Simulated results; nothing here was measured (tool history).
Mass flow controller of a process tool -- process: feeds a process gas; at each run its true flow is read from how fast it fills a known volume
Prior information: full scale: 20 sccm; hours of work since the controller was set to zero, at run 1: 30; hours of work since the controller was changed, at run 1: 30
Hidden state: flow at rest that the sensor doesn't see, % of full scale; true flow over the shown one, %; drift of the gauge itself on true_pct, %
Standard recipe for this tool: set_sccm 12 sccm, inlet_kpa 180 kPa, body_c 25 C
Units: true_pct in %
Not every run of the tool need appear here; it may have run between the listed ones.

| run | day | set_sccm | inlet_kpa | body_c | hours of work since the controller was set to zero | hours of work since the controller was changed | true_pct |
|---|---|---|---|---|---|---|---|
| 1 | 0.000 | 12 | 180 | 25 | 30 | 30 | 99.86 |
| 2 | 9.367 | 12 | 180 | 25 | 201 | 201 | 99.91 |
| 3 | 29.842 | 12 | 180 | 25 | 577 | 577 | 99.55 |
| 4 | 42.454 | 12 | 180 | 37 | 808 | 808 | 99.81 |
| 5 | 56.700 | 12 | 180 | 37 | 1070 | 1070 | 99.81 |
| 6 | 72.104 | 3 | 180 | 37 | 1352 | 1352 | 98.44 |
| 7 | 90.042 | 3 | 180 | 37 | 1681 | 1681 | 98.03 |
| 8 | 108.683 | 12 | 180 | 25 | 2023 | 2023 | 98.98 |
| 9 | 126.854 | 6 | 180 | 25 | 2357 | 2357 | 98.29 |
| 10 | 136.446 | 6 | 180 | 25 | 2533 | 2533 | 98.16 |
| 11 | 152.042 | 6 | 180 | 25 | 2819 | 2819 | 98.01 |
| 12 | 173.875 | 6 | 180 | 25 | 3219 | 3219 | 97.78 |
| 13 | 190.800 | 12 | 180 | 25 | 3530 | 3530 | 98.58 |
| 14 | 203.429 | 12 | 180 | 25 | 3761 | 3761 | 98.45 |
| 15 | 222.262 | 12 | 180 | 24 | 4107 | 4107 | 98.21 |
| 16 | 243.183 | 12 | 180 | 24 | 4491 | 4491 | 98.18 |
| 17 | 255.662 | 12 | 180 | 24 | 4720 | 4720 | 98.16 |
| 18 | 269.075 | 12 | 180 | 24 | 4965 | 4965 | 97.98 |
| 19 | 282.400 | 12 | 180 | 24 | 5210 | 5210 | 97.87 |
| 20 | 294.354 | 12 | 180 | 25 | 5429 | 5429 | 97.80 |
| 21 | 306.117 | 12 | 180 | 23 | 5645 | 5645 | 97.54 |
| 22 | 318.008 | 12 | 180 | 34 | 5863 | 5863 | 97.78 |
| 23 | 337.688 | 12 | 214 | 25 | 6224 | 6224 | 97.34 |
| 24 | 346.838 | 12 | 214 | 25 | 6392 | 6392 | 97.12 |
| 25 | 362.108 | 12 | 171 | 25 | 6672 | 6672 | 97.38 |
| 26 | 379.717 | 12 | 227 | 25 | 6995 | 6995 | 96.82 |
| 27 | 399.208 | 12 | 146 | 36 | 7353 | 7353 | 97.66 |
| 28 | 408.204 | 12 | 146 | 36 | 7518 | 7518 | 97.54 |
| 29 | 422.658 | 9 | 163 | 27 | 7783 | 7783 | 96.30 |
| 30 | 431.696 | 9 | 176 | 22 | 7949 | 7949 | 96.04 |
| 31 | 452.233 | 9 | 176 | 22 | 8325 | 8325 | 95.86 |
| 32 | 462.683 | 9 | 176 | 22 | 8517 | 8517 | 95.79 |
|  | 467.858 | controller's zero set anew |
| 33 | 482.012 | 12 | 176 | 25 | 260 | 8871 | 98.38 |
| 34 | 500.988 | 18 | 163 | 24 | 608 | 9219 | 98.64 |
| 35 | 513.083 | 5 | 221 | 24 | 830 | 9441 | 97.42 |
| 36 | 533.250 | 12 | 180 | 23 | 1200 | 9811 | 97.95 |
| 37 | 548.650 | 12 | 180 | 23 | 1482 | 10094 | 97.93 |
| 38 | 559.175 | 9 | 150 | 22 | 1675 | 10287 | 97.86 |
| 39 | 571.412 | 9 | 150 | 22 | 1900 | 10511 | 97.77 |
| 40 | 583.883 | 12 | 225 | 40 | 2128 | 10740 | 97.89 |
| 41 | 601.221 | 12 | 151 | 23 | 2446 | 11058 | 97.91 |
| 42 | 611.817 | 12 | 156 | 34 | 2641 | 11252 | 97.98 |
| 43 | 621.754 | 2 | 155 | 25 | 2823 | 11435 | 93.37 |
| 44 | 636.225 | 3 | 201 | 25 | 3089 | 11700 | 94.48 |
| 45 | 646.300 | 3 | 201 | 25 | 3273 | 11885 | 94.17 |
| 46 | 660.446 | 3 | 201 | 25 | 3533 | 12144 | 93.91 |
| 47 | 675.354 | 2 | 244 | 34 | 3806 | 12418 | 91.36 |
| 48 | 686.450 | 2 | 244 | 34 | 4010 | 12622 | 91.02 |

What if the next run were any one of these 3? Each begins from the tool's condition after run 48:
| A | 708.192 | 12 | 221 | 25 | 4409 | 13020 | ? |
| B | 708.192 | 8 | 265 | 23 | 4409 | 13020 | ? |
| C | 708.192 | 10 | 147 | 23 | 4409 | 13020 | ? |

| run | true_pct |
|---|---|
| A | 96.53 |
| B | 95.56 |
| C | 96.87 |
With no hidden state in the tool, these same runs would have given:
| run | true_pct |
|---|---|
| A | 99.67 |
| B | 99.31 |
| C | 100.25 |
